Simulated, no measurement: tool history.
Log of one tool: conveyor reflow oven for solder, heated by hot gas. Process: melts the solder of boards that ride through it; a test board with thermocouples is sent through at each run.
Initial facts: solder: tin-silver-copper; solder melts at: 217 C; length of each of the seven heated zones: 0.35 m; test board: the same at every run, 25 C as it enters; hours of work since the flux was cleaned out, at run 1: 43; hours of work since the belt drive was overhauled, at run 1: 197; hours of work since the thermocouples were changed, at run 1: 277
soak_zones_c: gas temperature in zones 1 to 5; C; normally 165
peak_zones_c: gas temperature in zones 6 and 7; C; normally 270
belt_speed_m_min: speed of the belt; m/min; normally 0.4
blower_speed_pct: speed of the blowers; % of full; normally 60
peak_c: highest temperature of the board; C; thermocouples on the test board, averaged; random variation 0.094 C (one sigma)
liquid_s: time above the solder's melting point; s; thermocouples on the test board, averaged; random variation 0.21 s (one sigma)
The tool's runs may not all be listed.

run	hour	soak_zones_c	peak_zones_c	belt_speed_m_min	blower_speed_pct	hours of work since the flux was cleaned out	hours of work since the belt drive was overhauled	hours of work since the thermocouples were changed	peak_c	liquid_s
1	0	165	270	0.4	60	43	197	277	252.71	74.7
2	8.4	165	270	0.4	60	48	202	283	252.55	74.9
3	17.9	165	270	0.4	60	54	209	289	252.87	74.8
4	29.8	165	270	0.4	60	62	216	297	252.63	74.6
5	36.2	165	270	0.4	60	66	220	301	252.67	75.1
6	47.8	165	270	0.4	60	74	228	308	252.85	74.6
7	59.5	152	270	0.4	60	81	236	316	250.55	67.5
8	72.4	152	270	0.4	60	90	244	324	250.42	67.4
9	81.2	152	270	0.4	60	95	250	330	250.68	67.4
10	93.5	152	270	0.4	60	103	258	338	250.43	67.5
11	103.5	152	270	0.4	60	110	264	345	250.37	67
12	112	165	276	0.4	53	115	270	350	256.03	77.2
13	118.6	165	270	0.407	60	120	274	354	252.17	72.9
14	131.4	165	270	0.414	84	128	282	363	256.71	77.3
15	146.7	165	270	0.414	84	138	292	373	256.79	77.7
16	154	165	270	0.414	84	143	297	377	256.69	77.2
17	160.9	165	270	0.414	84	147	301	382	256.89	77.6
18	170.5	178	270	0.414	56	153	308	388	252.77	77.8
19	183.5	175	267	0.4	75	162	316	397	255.02	82.5
20	195.5	159	274	0.4	51	170	324	404	252.24	71.2
21	205.7	155	279	0.373	68	176	331	411	263.71	87.6

Here are 5 independent what-if runs from the current tool condition. What would each one return?
A	214.5	165	270	0.422	60	182	336	417	?	?
B	214.5	167	270	0.373	68	182	336	417	?	?
C	214.5	175	265	0.4	55	182	336	417	?	?
D	214.5	153	264	0.4	69	182	336	417	?	?
E	214.5	155	279	0.444	68	182	336	417	?	?

run	peak_c	liquid_s
A	250.81	68.3
B	257.22	87.2
C	248.76	74.9
D	247.86	65.8
E	257.37	66.8
With the hidden condition removed and each run's random variation left untouched, the same runs would have given:
run	peak_c	liquid_s
A	250.84	68.3
B	257.25	87.2
C	248.79	74.9
D	247.89	65.8
E	257.41	66.8
